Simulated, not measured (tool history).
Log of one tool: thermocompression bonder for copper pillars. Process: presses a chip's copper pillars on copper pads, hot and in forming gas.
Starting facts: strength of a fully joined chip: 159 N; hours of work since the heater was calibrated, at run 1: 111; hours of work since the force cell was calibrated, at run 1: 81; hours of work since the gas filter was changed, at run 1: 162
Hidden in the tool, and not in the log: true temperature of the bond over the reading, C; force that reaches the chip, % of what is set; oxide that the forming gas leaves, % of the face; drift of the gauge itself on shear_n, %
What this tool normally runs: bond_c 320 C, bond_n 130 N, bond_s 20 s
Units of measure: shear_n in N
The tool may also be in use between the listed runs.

| run | hour | bond_c | bond_n | bond_s | hours of work since the heater was calibrated | hours of work since the force cell was calibrated | hours of work since the gas filter was changed | shear_n |
|---|---|---|---|---|---|---|---|---|
| 1 | 0 | 320 | 130 | 20 | 111 | 81 | 162 | 98.4 |
| 2 | 7.6 | 320 | 130 | 20 | 115 | 86 | 167 | 99.2 |
| 3 | 14.2 | 320 | 130 | 20 | 119 | 89 | 170 | 99.4 |
| 4 | 22.3 | 320 | 130 | 20 | 124 | 94 | 175 | 99 |
| 5 | 28 | 320 | 130 | 17 | 127 | 97 | 178 | 93.4 |
| 6 | 36.2 | 332 | 130 | 20 | 132 | 102 | 183 | 109 |
| 7 | 42.7 | 332 | 130 | 20 | 135 | 106 | 186 | 108.5 |
| 8 | 50.3 | 332 | 130 | 20 | 140 | 110 | 191 | 110 |
| 9 | 56.7 | 332 | 130 | 20 | 143 | 113 | 194 | 109 |
| 10 | 60.8 | 331 | 137 | 26 | 146 | 116 | 197 | 119.1 |
| 11 | 65.6 | 339 | 130 | 20 | 148 | 119 | 199 | 113.9 |

Run 12 is up next; what results do you expect?
| 12 | 71.9 | 339 | 130 | 20 | 152 | 122 | 203 | ? |

shear_n: 114.6 N
The same run, on a tool lacking any hidden state, would have yielded shear_n 115 N.
